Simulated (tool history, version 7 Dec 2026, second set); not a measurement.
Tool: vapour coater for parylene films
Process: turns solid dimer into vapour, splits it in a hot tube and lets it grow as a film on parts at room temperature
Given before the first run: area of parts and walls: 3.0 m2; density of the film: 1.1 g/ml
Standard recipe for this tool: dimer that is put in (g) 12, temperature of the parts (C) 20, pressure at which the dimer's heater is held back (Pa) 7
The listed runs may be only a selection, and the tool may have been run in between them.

| run | day | dimer that is put in (g) | temperature of the parts (C) | pressure at which the dimer's heater is held back (Pa) | thickness of the film (nm) |
|---|---|---|---|---|---|
| 1 | 0 | 12 | 20 | 7 | 2030 |
| 2 | 0.925 | 12 | 20 | 11.31 | 1790 |
| 3 | 1.592 | 12 | 20 | 11.31 | 1840 |
| 4 | 2.683 | 12 | 20 | 11.31 | 1810 |
| 5 | 3.342 | 12 | 20 | 11.31 | 1850 |
| 6 | 4.221 | 12 | 20 | 11.31 | 1790 |
| 7 | 4.8 | 12 | 20 | 11.31 | 1840 |
| 8 | 5.775 | 12 | 20 | 11.31 | 1820 |
| 9 | 6.6 | 22 | 20 | 7 | 3600 |
| 10 | 7.2 | 9 | 17 | 8.94 | 1520 |
| 11 | 8.212 | 12 | 24 | 7 | 1710 |
| 12 | 9.117 | 12 | 24 | 7 | 1700 |
| 13 | 10.171 | 22 | 18 | 8.17 | 3710 |
| 14 | 11.092 | 15 | 13 | 7 | 3020 |
| 15 | 11.7 | 21 | 12 | 2.68 | 5160 |
| 16 | 12.408 | 21 | 23 | 2.46 | 3740 |
| 17 | 13.371 | 12 | 21 | 7 | 1860 |
| 18 | 14.412 | 5 | 20 | 6.86 | 820 |

Branching from run 18: 3 alternative next runs. What would each branch give?
| A | 15.183 | 13 | 20 | 4.55 | ? |
| B | 15.183 | 6 | 23 | 7 | ? |
| C | 15.183 | 5 | 29 | 5.1 | ? |

| run | thickness of the film (nm) |
|---|---|
| A | 2240 |
| B | 870 |
| C | 650 |
Without the tool's hidden state the same runs would have given:
| run | thickness of the film (nm) |
|---|---|
| A | 2430 |
| B | 950 |
| C | 710 |

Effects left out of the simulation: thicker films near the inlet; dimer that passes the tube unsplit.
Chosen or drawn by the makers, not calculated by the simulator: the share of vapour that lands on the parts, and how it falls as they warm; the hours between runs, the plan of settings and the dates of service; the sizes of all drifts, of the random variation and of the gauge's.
